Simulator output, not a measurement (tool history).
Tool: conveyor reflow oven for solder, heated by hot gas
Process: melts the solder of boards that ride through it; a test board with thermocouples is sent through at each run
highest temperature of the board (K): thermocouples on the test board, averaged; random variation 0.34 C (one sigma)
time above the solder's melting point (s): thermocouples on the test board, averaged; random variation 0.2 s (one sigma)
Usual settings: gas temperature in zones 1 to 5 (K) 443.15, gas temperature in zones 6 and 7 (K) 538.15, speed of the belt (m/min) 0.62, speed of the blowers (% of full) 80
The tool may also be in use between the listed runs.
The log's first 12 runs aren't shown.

| run | hour | gas temperature in zones 1 to 5 (K) | gas temperature in zones 6 and 7 (K) | speed of the belt (m/min) | speed of the blowers (% of full) | highest temperature of the board (K) | time above the solder's melting point (s) |
|---|---|---|---|---|---|---|---|
| 13 | 154.9 | 443.15 | 538.15 | 0.62 | 52 | 522.95 | 48.5 |
| 14 | 164.2 | 443.15 | 538.15 | 0.62 | 52 | 523.25 | 48.5 |
| 15 | 173.5 | 443.15 | 538.15 | 0.62 | 52 | 522.15 | 47.9 |
| 16 | 184.9 | 443.15 | 538.15 | 0.62 | 52 | 522.45 | 48 |
| 17 | 199.2 | 443.15 | 529.15 | 0.697 | 76 | 516.05 | 38.7 |
| 18 | 215 | 443.15 | 529.15 | 0.697 | 76 | 515.55 | 38.3 |
| 19 | 224.3 | 443.15 | 529.15 | 0.697 | 76 | 515.55 | 38.7 |
| 20 | 237.4 | 443.15 | 529.15 | 0.697 | 89 | 517.55 | 40.3 |
| 21 | 253.6 | 443.15 | 529.15 | 0.697 | 87 | 517.65 | 40.1 |
| 22 | 266.7 | 443.15 | 529.15 | 0.697 | 87 | 517.15 | 39.9 |
| 23 | 278.9 | 453.15 | 543.15 | 0.635 | 83 | 532.95 | 56.4 |
| 24 | 294.2 | 443.15 | 538.15 | 0.558 | 89 | 530.65 | 61.2 |
| 25 | 309.7 | 443.15 | 538.15 | 0.558 | 77 | 529.75 | 60 |
| 26 | 323.6 | 443.15 | 538.15 | 0.558 | 77 | 529.85 | 60.2 |
| 27 | 332.5 | 443.15 | 538.15 | 0.558 | 77 | 529.15 | 60 |
|  | 341 | thermocouples of zones 6 and 7 changed |
| 28 | 347.8 | 449.15 | 547.15 | 0.619 | 85 | 536.75 | 58.5 |
| 29 | 358.5 | 450.15 | 547.15 | 0.62 | 80 | 537.05 | 58.7 |
| 30 | 367 | 450.15 | 547.15 | 0.62 | 80 | 536.45 | 58.6 |
| 31 | 382.3 | 453.15 | 538.15 | 0.511 | 82 | 533.15 | 71.3 |
| 32 | 398.3 | 443.15 | 538.15 | 0.672 | 51 | 520.15 | 41.6 |

Forecast each of these 3 alternatives for the next run:
| A | 411.5 | 445.15 | 538.15 | 0.667 | 89 | ? | ? |
| B | 411.5 | 443.15 | 538.15 | 0.691 | 80 | ? | ? |
| C | 411.5 | 443.15 | 534.15 | 0.708 | 61 | ? | ? |

| run | highest temperature of the board (K) | time above the solder's melting point (s) |
|---|---|---|
| A | 527.25 | 48.7 |
| B | 524.95 | 44.1 |
| C | 517.15 | 37.9 |
Without the tool's hidden state the same runs would have given:
| run | highest temperature of the board (K) | time above the solder's melting point (s) |
|---|---|---|
| A | 527.25 | 48.7 |
| B | 524.95 | 44.1 |
| C | 517.15 | 37.9 |
